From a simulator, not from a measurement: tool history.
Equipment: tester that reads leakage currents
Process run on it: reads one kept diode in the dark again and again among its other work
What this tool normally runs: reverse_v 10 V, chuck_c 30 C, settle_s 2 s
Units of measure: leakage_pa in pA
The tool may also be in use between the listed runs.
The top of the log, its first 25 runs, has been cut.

-- hour=829.8 chuck's temperature calibrated
run 26 hour=858.3 | reverse_v=15.1 chuck_c=20 settle_s=2 | leakage_pa=65.66
run 27 hour=892.9 | reverse_v=15.1 chuck_c=21 settle_s=2 | leakage_pa=69.95
run 28 hour=914.1 | reverse_v=15.1 chuck_c=21 settle_s=2 | leakage_pa=70.17
run 29 hour=947.3 | reverse_v=10 chuck_c=30 settle_s=3.41 | leakage_pa=101.91
run 30 hour=971.9 | reverse_v=6.7 chuck_c=49 settle_s=0.43 | leakage_pa=310.77
run 31 hour=1010.5 | reverse_v=6.7 chuck_c=49 settle_s=0.43 | leakage_pa=310.49
run 32 hour=1055.7 | reverse_v=2.2 chuck_c=30 settle_s=1.61 | leakage_pa=53.75
run 33 hour=1102.5 | reverse_v=7.6 chuck_c=29 settle_s=9.1 | leakage_pa=84.32
run 34 hour=1143.3 | reverse_v=18.4 chuck_c=37 settle_s=0.48 | leakage_pa=217.44
run 35 hour=1176.4 | reverse_v=13.5 chuck_c=53 settle_s=0.39 | leakage_pa=529.03
run 36 hour=1197.9 | reverse_v=10.7 chuck_c=36 settle_s=0.98 | leakage_pa=158.53
run 37 hour=1244.1 | reverse_v=2.9 chuck_c=22 settle_s=4.71 | leakage_pa=33.44
run 38 hour=1268.5 | reverse_v=2.9 chuck_c=22 settle_s=4.71 | leakage_pa=33.31
run 39 hour=1291.1 | reverse_v=10 chuck_c=30 settle_s=0.4 | leakage_pa=104.41
run 40 hour=1339.1 | reverse_v=10 chuck_c=30 settle_s=0.4 | leakage_pa=104.63
run 41 hour=1359.5 | reverse_v=1.2 chuck_c=51 settle_s=5.97 | leakage_pa=174.75

3 ways to go on from here, each from the tool as it stands after run 41. What would each give?
run A hour=1402.2 | reverse_v=10 chuck_c=30 settle_s=0.64 | leakage_pa=?
run B hour=1402.2 | reverse_v=1.2 chuck_c=31 settle_s=5.97 | leakage_pa=?
run C hour=1402.2 | reverse_v=3.3 chuck_c=34 settle_s=2.98 | leakage_pa=?

run=A leakage_pa=102.84
run=B leakage_pa=43.82
run=C leakage_pa=82.2
Take away the tool's hidden state, keep each run's random variation, and the runs would have read:
run=A leakage_pa=94.49
run=B leakage_pa=44.18
run=C leakage_pa=81.47

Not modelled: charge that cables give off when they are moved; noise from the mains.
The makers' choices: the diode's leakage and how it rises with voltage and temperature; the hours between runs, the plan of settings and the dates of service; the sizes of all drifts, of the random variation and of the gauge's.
